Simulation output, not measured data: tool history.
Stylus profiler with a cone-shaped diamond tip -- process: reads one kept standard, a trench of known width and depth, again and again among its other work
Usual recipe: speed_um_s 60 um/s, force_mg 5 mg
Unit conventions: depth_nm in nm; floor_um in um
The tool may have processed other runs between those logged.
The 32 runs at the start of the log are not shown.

run	hour	speed_um_s	force_mg	depth_nm	floor_um
33	1413.6	71	5.33	510.13	96.46
34	1455.7	71	5.33	509.96	96.43
35	1495.1	114	6.06	510.97	96.34
36	1532.2	33	3.14	506.95	96.48
37	1563.8	33	3.14	507.06	96.39
38	1609	207	12.99	518.42	96.27
39	1649.3	41	5.39	510.17	96.35
40	1691	24	5	509.38	96.43
41	1753.5	34	4.19	508.42	96.34
42	1790.5	60	2.13	504.9	96.29
43	1831.9	60	9.27	514.55	96.28
44	1862.8	22	9.09	514.39	96.34
45	1924.5	67	5.82	510.55	96.22
46	1952.6	46	2.65	505.82	96.22

Predict each of these 3 candidate next runs independently; none follows another, all start after run 46:
A	1979.8	35	9.15	?	?
B	1979.8	168	2.03	?	?
C	1979.8	60	12.85	?	?

run	depth_nm	floor_um
A	514.43	96.25
B	504.55	95.85
C	518.1	96.3
With the hidden condition removed and each run's random variation left untouched, the same runs would have given:
run	depth_nm	floor_um
A	515.16	97.27
B	505.26	96.87
C	518.83	97.32
